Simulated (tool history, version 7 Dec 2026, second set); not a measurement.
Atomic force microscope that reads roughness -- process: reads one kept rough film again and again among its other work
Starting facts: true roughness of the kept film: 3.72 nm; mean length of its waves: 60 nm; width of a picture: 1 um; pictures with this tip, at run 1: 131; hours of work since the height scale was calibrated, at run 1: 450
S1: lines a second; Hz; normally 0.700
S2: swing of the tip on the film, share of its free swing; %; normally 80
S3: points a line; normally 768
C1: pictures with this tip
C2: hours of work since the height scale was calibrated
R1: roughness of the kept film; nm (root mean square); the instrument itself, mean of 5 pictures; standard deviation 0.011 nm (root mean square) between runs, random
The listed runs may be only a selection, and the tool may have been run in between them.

run 1 day=0.000 | S1=0.700 S2=80 S3=768 | C1=131 C2=450 | R1=3.510
run 2 day=0.600 | S1=0.700 S2=80 S3=768 | C1=154 C2=457 | R1=3.487
run 3 day=1.654 | S1=0.700 S2=80 S3=768 | C1=194 C2=469 | R1=3.467
run 4 day=2.258 | S1=1.144 S2=80 S3=768 | C1=217 C2=476 | R1=3.400
run 5 day=2.867 | S1=1.144 S2=80 S3=768 | C1=240 C2=483 | R1=3.405
run 6 day=3.754 | S1=0.700 S2=80 S3=768 | C1=274 C2=493 | R1=3.449
run 7 day=4.275 | S1=0.700 S2=80 S3=768 | C1=294 C2=499 | R1=3.420
run 8 day=4.758 | S1=0.700 S2=80 S3=768 | C1=312 C2=505 | R1=3.436
-- day=5.317 new tip fitted
run 9 day=5.317 | S1=0.700 S2=80 S3=768 | C1=0 C2=511 | R1=3.520
run 10 day=6.283 | S1=0.700 S2=80 S3=768 | C1=37 C2=522 | R1=3.497
run 11 day=7.296 | S1=0.861 S2=80 S3=768 | C1=76 C2=534 | R1=3.495
run 12 day=8.158 | S1=0.861 S2=80 S3=768 | C1=109 C2=544 | R1=3.469
run 13 day=8.642 | S1=0.861 S2=80 S3=768 | C1=127 C2=550 | R1=3.455
run 14 day=9.754 | S1=0.861 S2=80 S3=768 | C1=169 C2=563 | R1=3.454
run 15 day=10.225 | S1=0.861 S2=57 S3=602 | C1=187 C2=568 | R1=3.508
run 16 day=10.867 | S1=0.861 S2=57 S3=602 | C1=212 C2=575 | R1=3.536
run 17 day=11.971 | S1=0.700 S2=78 S3=347 | C1=254 C2=588 | R1=3.456
run 18 day=13.038 | S1=3.677 S2=78 S3=705 | C1=294 C2=601 | R1=3.115
-- day=13.179 height scale calibrated on a step standard
run 19 day=13.692 | S1=3.677 S2=59 S3=705 | C1=318 C2=6 | R1=3.361
-- day=14.096 new tip fitted
run 20 day=14.458 | S1=0.700 S2=76 S3=768 | C1=14 C2=15 | R1=3.533
run 21 day=14.908 | S1=0.653 S2=80 S3=924 | C1=31 C2=20 | R1=3.503
run 22 day=16.029 | S1=0.653 S2=80 S3=924 | C1=74 C2=33 | R1=3.503
run 23 day=17.108 | S1=0.700 S2=66 S3=456 | C1=115 C2=45 | R1=3.523
run 24 day=17.858 | S1=3.218 S2=80 S3=456 | C1=144 C2=54 | R1=3.174
-- day=18.229 height scale calibrated on a step standard, once more
run 25 day=18.867 | S1=3.218 S2=81 S3=487 | C1=181 C2=7 | R1=3.176
run 26 day=19.362 | S1=3.404 S2=68 S3=487 | C1=199 C2=13 | R1=3.337

What if the next run were any one of these 3? Each begins from the tool's condition after run 26:
run A day=20.058 | S1=0.897 S2=80 S3=478 | C1=226 C2=21 | R1=?
run B day=20.058 | S1=0.700 S2=80 S3=393 | C1=226 C2=21 | R1=?
run C day=20.058 | S1=0.737 S2=63 S3=340 | C1=226 C2=21 | R1=?

run=A R1=3.429
run=B R1=3.476
run=C R1=3.502
With the hidden condition removed and each run's random variation left untouched, the same runs would have given:
run=A R1=3.508
run=B R1=3.556
run=C R1=3.583

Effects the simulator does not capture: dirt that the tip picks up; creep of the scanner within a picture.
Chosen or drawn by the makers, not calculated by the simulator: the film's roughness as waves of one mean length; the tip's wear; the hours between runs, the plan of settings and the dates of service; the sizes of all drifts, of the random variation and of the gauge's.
